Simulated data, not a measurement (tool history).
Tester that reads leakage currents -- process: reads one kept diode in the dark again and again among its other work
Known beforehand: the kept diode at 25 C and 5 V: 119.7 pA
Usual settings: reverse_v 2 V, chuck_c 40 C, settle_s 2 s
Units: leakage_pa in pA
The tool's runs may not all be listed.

run,hour,reverse_v,chuck_c,settle_s,leakage_pa
1,0,2,40,2,204.64
2,146.7,2,40,2,203.39
3,250,2,40,2,204.91
4,393.2,2,40,2,205.41
5,473.7,2,40,2,207.11
6,544.3,2,40,2,206.21
7,664.9,4.06,40,2,315.51
8,733.2,4.06,40,2,314.21
9,845.8,1.47,23,4.05,53.46
10,958.9,1.47,23,4.05,53.17
# hour 1041.3: chuck's temperature calibrated
11,1048.9,2,37,2,161.28
12,1117.4,2,37,2,161.94

Alternative continuations, all from the tool just after run 12; predict every row:
A,1263.7,1.1,22,5.8,?
B,1263.7,10.26,34,2,?
C,1263.7,2.37,26,0.96,?
D,1263.7,1.81,37,0.69,?

run,leakage_pa
A,39.67
B,351.67
C,84.56
D,154.08
Without the tool's hidden state the same runs would have given:
run,leakage_pa
A,39.28
B,348.05
C,83.73
D,154.07
